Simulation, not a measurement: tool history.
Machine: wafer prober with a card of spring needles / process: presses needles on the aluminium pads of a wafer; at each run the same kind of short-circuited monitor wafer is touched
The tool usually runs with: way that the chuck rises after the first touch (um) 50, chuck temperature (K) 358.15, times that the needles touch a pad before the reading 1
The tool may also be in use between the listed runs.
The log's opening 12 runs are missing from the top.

| run | day | way that the chuck rises after the first touch (um) | chuck temperature (K) | times that the needles touch a pad before the reading | touches since the tips were cleaned | cleanings since the card got new needles | touches since the first contact's height was set | resistance of one needle with its contact and lead (mohm) | way that a needle slides on the pad (um) |
|---|---|---|---|---|---|---|---|---|---|
|  | 3.108 | tips cleaned on abrasive film |
| 13 | 3.217 | 50 | 358.15 | 1 | 699 | 18 | 66934 | 274 | 11.21 |
| 14 | 3.462 | 50 | 358.15 | 1 | 2312 | 18 | 68547 | 282 | 11.18 |
|  | 3.638 | tips cleaned on abrasive film |
| 15 | 3.654 | 50 | 358.15 | 1 | 117 | 19 | 69774 | 270 | 11.39 |
| 16 | 4.062 | 50 | 358.15 | 1 | 2777 | 19 | 72434 | 281 | 11.01 |
|  | 4.154 | tips cleaned on abrasive film |
| 17 | 4.392 | 50 | 358.15 | 1 | 1554 | 20 | 74549 | 276 | 11.4 |
|  | 4.429 | height of the first contact set anew |
| 18 | 4.583 | 51 | 353.15 | 2 | 2708 | 20 | 994 | 272 | 11.41 |
|  | 4.7 | tips cleaned on abrasive film |
| 19 | 4.825 | 51 | 353.15 | 2 | 834 | 21 | 2562 | 265 | 11.32 |
| 20 | 5.021 | 42 | 320.15 | 1 | 2104 | 21 | 3832 | 275 | 9.22 |
|  | 5.083 | height of the first contact set anew, once more |
|  | 5.233 | tips cleaned on abrasive film |
| 21 | 5.333 | 42 | 379.15 | 1 | 647 | 22 | 1594 | 281 | 9.77 |
| 22 | 5.658 | 42 | 379.15 | 1 | 2763 | 22 | 3710 | 289 | 9.67 |
|  | 5.75 | tips cleaned on abrasive film |
| 23 | 5.933 | 42 | 379.15 | 1 | 1189 | 23 | 5459 | 280 | 9.54 |
| 24 | 6.238 | 50 | 319.15 | 3 | 3181 | 23 | 7451 | 257 | 11.54 |
|  | 6.279 | tips cleaned on abrasive film |
| 25 | 6.579 | 33 | 341.15 | 3 | 1949 | 24 | 9660 | 275 | 7.47 |
|  | 6.812 | tips cleaned on abrasive film |
| 26 | 6.829 | 37 | 307.15 | 1 | 124 | 25 | 11257 | 263 | 8.59 |
| 27 | 7.167 | 37 | 301.15 | 2 | 2306 | 25 | 13439 | 268 | 8.44 |
|  | 7.333 | tips cleaned on abrasive film |
| 28 | 7.362 | 64 | 301.15 | 2 | 206 | 26 | 14709 | 251 | 14.8 |
| 29 | 7.629 | 64 | 301.15 | 2 | 1946 | 26 | 16449 | 252 | 14.57 |
|  | 7.871 | tips cleaned on abrasive film |
| 30 | 8.008 | 64 | 301.15 | 2 | 883 | 27 | 18881 | 247 | 14.66 |
| 31 | 8.362 | 64 | 301.15 | 2 | 3181 | 27 | 21179 | 256 | 14.62 |
|  | 8.396 | tips cleaned on abrasive film |
| 32 | 8.646 | 38 | 358.15 | 3 | 1633 | 28 | 23006 | 277 | 8.85 |
|  | 8.925 | tips cleaned on abrasive film |
| 33 | 8.925 | 36 | 358.15 | 2 | 0 | 29 | 24796 | 276 | 7.99 |
| 34 | 9.333 | 31 | 387.15 | 2 | 2672 | 29 | 27468 | 296 | 7.01 |

Consider 4 possible next runs. They are alternatives, not a sequence: every one starts from the tool as it was left by run 34. What does each give?
|  | 9.446 | tips cleaned on abrasive film |
| A | 9.688 | 31 | 358.15 | 1 | 1558 | 30 | 29725 | ? | ? |
|  | 9.446 | tips cleaned on abrasive film |
| B | 9.688 | 49 | 357.15 | 2 | 1558 | 30 | 29725 | ? | ? |
|  | 9.446 | tips cleaned on abrasive film |
| C | 9.688 | 50 | 307.15 | 1 | 1558 | 30 | 29725 | ? | ? |
|  | 9.446 | tips cleaned on abrasive film |
| D | 9.688 | 59 | 332.15 | 1 | 1558 | 30 | 29725 | ? | ? |

| run | resistance of one needle with its contact and lead (mohm) | way that a needle slides on the pad (um) |
|---|---|---|
| A | 292 | 7.07 |
| B | 270 | 11.24 |
| C | 266 | 11.59 |
| D | 258 | 13.41 |
The same runs, with their run-to-run variation unchanged, on a tool lacking any hidden condition would have given:
| run | resistance of one needle with its contact and lead (mohm) | way that a needle slides on the pad (um) |
|---|---|---|
| A | 272 | 7.23 |
| B | 264 | 11.4 |
| C | 256 | 11.75 |
| D | 252 | 13.57 |

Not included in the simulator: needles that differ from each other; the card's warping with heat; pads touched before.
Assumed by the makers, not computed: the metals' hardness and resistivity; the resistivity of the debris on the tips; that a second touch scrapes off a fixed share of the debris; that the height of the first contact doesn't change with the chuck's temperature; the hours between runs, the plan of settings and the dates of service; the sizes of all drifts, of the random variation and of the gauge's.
